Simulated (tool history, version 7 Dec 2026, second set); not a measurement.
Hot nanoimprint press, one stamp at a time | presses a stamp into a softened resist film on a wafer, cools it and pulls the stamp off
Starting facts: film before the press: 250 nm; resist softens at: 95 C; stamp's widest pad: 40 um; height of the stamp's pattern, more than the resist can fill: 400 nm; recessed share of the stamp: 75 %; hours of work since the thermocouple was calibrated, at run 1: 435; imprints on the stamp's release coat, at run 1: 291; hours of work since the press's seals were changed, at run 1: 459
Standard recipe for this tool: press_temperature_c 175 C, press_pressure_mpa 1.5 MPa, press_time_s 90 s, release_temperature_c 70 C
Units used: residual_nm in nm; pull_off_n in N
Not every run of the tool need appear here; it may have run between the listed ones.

run     day  press_temperature_c  press_pressure_mpa  press_time_s  release_temperature_c  hours of work since the thermocouple was calibrated  imprints on the stamp's release coat  hours of work since the press's seals were changed  residual_nm  pull_off_n
  1       0                  175                 1.5            90                     70                                                  435                                   291                                                 459        152.7         122
       0.65  -- plate thermocouple calibrated
  2   1.954                  175                0.97            90                     70                                                   15                                   439                                                 480        181.7         126
  3   3.671                  175                0.97            90                     70                                                   35                                   577                                                 500        182.4         131
  4   4.575                  175                0.97            90                     70                                                   46                                   650                                                 511        182.4         138
  5   6.221                  175                0.97            90                     70                                                   65                                   783                                                 530        181.1         143
  6   7.725                  175                0.97            90                     70                                                   83                                   905                                                 547        182.6         145
  7   9.133                  175                0.97            90                     70                                                   99                                  1018                                                 564        182.3         149
  8  10.433                  175                2.09            90                     70                                                  114                                  1123                                                 579        136.6         154
  9  11.558                  175                2.09            90                     70                                                  127                                  1214                                                 592        138.1         161
     11.804  -- plate thermocouple calibrated, once more
 10  12.792                  175                2.09            90                     70                                                   12                                  1304                                                 605          123         165
 11  13.696                  175                2.09            90                     70                                                   22                                  1377                                                 616          124         170
 12  15.508                  175                1.22            90                     70                                                   43                                  1523                                                 637        154.3         169
 13  17.004                  175                 1.5            90                     70                                                   61                                  1644                                                 654        143.6         175
      17.75  -- stamp cleaned and given a new release coat
 14  18.142                  175                 1.5           163                     70                                                   71                                    31                                                 665        119.1         106
 15  19.746                  175                 1.5           163                     70                                                   90                                   161                                                 683        118.6         107
 16  21.858                  183                1.32            58                     76                                                  115                                   331                                                 708        138.4         105
 17  23.612                  168                1.32            58                     76                                                  135                                   473                                                 729        203.7         114
 18  24.992                  168                1.32            58                     76                                                  151                                   584                                                 745        200.7         129
 19  26.067                  170                1.88            90                     62                                                  164                                   671                                                 757          157         152
 20  27.917                  170                1.88            90                     62                                                  185                                   821                                                 779        158.9         154
 21  29.612                  175                1.12           113                     70                                                  205                                   957                                                 799        157.1         143
 22  31.125                  170                1.12           113                     73                                                  223                                  1079                                                 816        178.6         147
 23  32.925                  164                 1.1            46                     56                                                  244                                  1225                                                 837        228.1         179
 24  34.483                  169                1.69            60                     71                                                  262                                  1351                                                 856        188.2         161
 25  35.875                  169                1.42           108                     59                                                  278                                  1463                                                 872        171.8         193
     37.196  -- press's hydraulic seals changed and the load cell set to zero
 26  37.304                  169                 1.1           108                     59                                                  291                                  1552                                                   1          186         204
 27  38.304                  169                 1.1           108                     59                                                  303                                  1632                                                  13        186.3         204
     39.146  -- stamp cleaned and given a new release coat
 28  40.104                  175                1.95            66                     77                                                  321                                    77                                                  31        143.4          99
 29  41.862                  175                 1.5           170                     78                                                  341                                   219                                                  52        121.3         104

Forecast each of these 4 alternatives for the next run:
  A  43.467                  175                1.87           102                     70                                                  360                                   349                                                  70            ?           ?
  B  43.467                  175                 1.5           134                     78                                                  360                                   349                                                  70            ?           ?
  C  43.467                  175                1.69           170                     78                                                  360                                   349                                                  70            ?           ?
  D  43.467                  185                1.89            90                     72                                                  360                                   349                                                  70            ?           ?

run  residual_nm  pull_off_n
  A        130.4         119
  B        132.3         110
  C        113.5         105
  D         94.4         116
Had the tool no hidden state, the same runs would have come out as:
run  residual_nm  pull_off_n
  A        122.9         103
  B        124.8          96
  C        106.6          90
  D         88.9         101
